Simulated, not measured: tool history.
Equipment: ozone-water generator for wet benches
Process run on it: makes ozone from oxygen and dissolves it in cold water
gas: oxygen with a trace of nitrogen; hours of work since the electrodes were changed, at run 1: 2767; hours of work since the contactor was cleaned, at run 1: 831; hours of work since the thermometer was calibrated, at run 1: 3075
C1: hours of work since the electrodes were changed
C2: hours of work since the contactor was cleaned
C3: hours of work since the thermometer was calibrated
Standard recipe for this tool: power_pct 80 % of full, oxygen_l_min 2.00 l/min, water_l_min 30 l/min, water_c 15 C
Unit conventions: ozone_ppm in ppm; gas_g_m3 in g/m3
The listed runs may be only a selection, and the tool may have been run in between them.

Run 1, hour 0.0: usual settings; C1 2767; C2 831; C3 3075. Result: ozone_ppm 9.18 ppm, gas_g_m3 197.9 g/m3.
Run 2, hour 118.2: usual settings but oxygen_l_min 2.19 l/min; C1 2884; C2 948; C3 3191. Result: ozone_ppm 9.49 ppm, gas_g_m3 188.4 g/m3.
Run 3, hour 254.5: usual settings but oxygen_l_min 2.19 l/min; C1 3018; C2 1083; C3 3326. Result: ozone_ppm 9.40 ppm, gas_g_m3 187.5 g/m3.
Run 4, hour 469.6: usual settings but oxygen_l_min 2.19 l/min; C1 3231; C2 1295; C3 3539. Result: ozone_ppm 9.35 ppm, gas_g_m3 186.2 g/m3.
Run 5, hour 690.9: usual settings but oxygen_l_min 2.19 l/min; C1 3449; C2 1514; C3 3757. Result: ozone_ppm 9.39 ppm, gas_g_m3 186.5 g/m3.
Run 6, hour 862.8: usual settings but water_c 8 C; C1 3619; C2 1684; C3 3927. Result: ozone_ppm 9.05 ppm, gas_g_m3 193.6 g/m3.

Estimate the outcome of run 7 from the log above:
Run 7, hour 1061.2: usual settings but water_c 8 C; C1 3815; C2 1880; C3 4123. Result: ozone_ppm ?, gas_g_m3 ?.

Run 7 measured ozone_ppm 9.05 ppm, gas_g_m3 192.8 g/m3.
On a tool with no hidden condition, and with the same random variation, this run would have come out at ozone_ppm 10.63 ppm, gas_g_m3 219.8 g/m3.
